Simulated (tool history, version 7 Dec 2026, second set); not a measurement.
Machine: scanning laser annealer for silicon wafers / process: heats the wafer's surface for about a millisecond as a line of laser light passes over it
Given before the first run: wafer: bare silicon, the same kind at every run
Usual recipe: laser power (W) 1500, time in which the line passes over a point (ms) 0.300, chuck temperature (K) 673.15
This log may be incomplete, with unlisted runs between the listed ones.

run     day  laser power (W)  time in which the line passes over a point (ms)  chuck temperature (K)  highest temperature of the surface (K)
  1   0.000             1500                                            0.300                 673.15                                 1422.15
  2   1.500             1500                                            0.300                 673.15                                 1417.15
  3   2.917             1500                                            0.300                 673.15                                 1419.15
  4   3.817             1500                                            0.300                 673.15                                 1418.15
  5   5.133             1500                                            0.300                 673.15                                 1415.15
  6   6.392             1500                                            0.300                 673.15                                 1414.15
  7   8.067             1500                                            0.300                 693.15                                 1436.15
  8   9.642             1500                                            0.255                 673.15                                 1352.15
  9  11.588             1423                                            0.300                 673.15                                 1372.15
 10  13.288             1423                                            0.300                 673.15                                 1370.15
 11  14.542             1500                                            0.300                 673.15                                 1408.15
 12  15.396             1500                                            0.300                 673.15                                 1412.15
 13  16.188             1500                                            0.279                 675.15                                 1386.15
     16.483  -- laser's power meter calibrated
 14  17.504             1500                                            0.279                 675.15                                 1385.15
 15  18.429             1500                                            0.304                 673.15                                 1418.15
 16  19.692             1504                                            0.300                 672.15                                 1411.15
 17  21.342             1504                                            0.300                 672.15                                 1408.15
 18  22.788             1504                                            0.233                 666.15                                 1315.15
 19  24.346             1504                                            0.233                 666.15                                 1308.15
     24.629  -- laser's power meter calibrated, once more
 20  26.262             1500                                            0.372                 672.15                                 1486.15
 21  27.533             1566                                            0.372                 696.15                                 1548.15
 22  29.379             1566                                            0.372                 696.15                                 1543.15
 23  30.833             1444                                            0.372                 633.15                                 1413.15

Here are 5 independent what-if runs from the current tool condition. What would each one return?
  A  32.217             1506                                            0.333                 673.15                                       ?
  B  32.217             1612                                            0.300                 659.15                                       ?
  C  32.217             1390                                            0.310                 645.15                                       ?
  D  32.217             1500                                            0.300                 643.15                                       ?
  E  32.217             1511                                            0.212                 712.15                                       ?

run  highest temperature of the surface (K)
  A                                 1441.15
  B                                 1441.15
  C                                 1323.15
  D                                 1366.15
  E                                 1318.15
Without the tool's unlogged condition, the same runs would have read:
run  highest temperature of the surface (K)
  A                                 1463.15
  B                                 1464.15
  C                                 1342.15
  D                                 1387.15
  E                                 1336.15
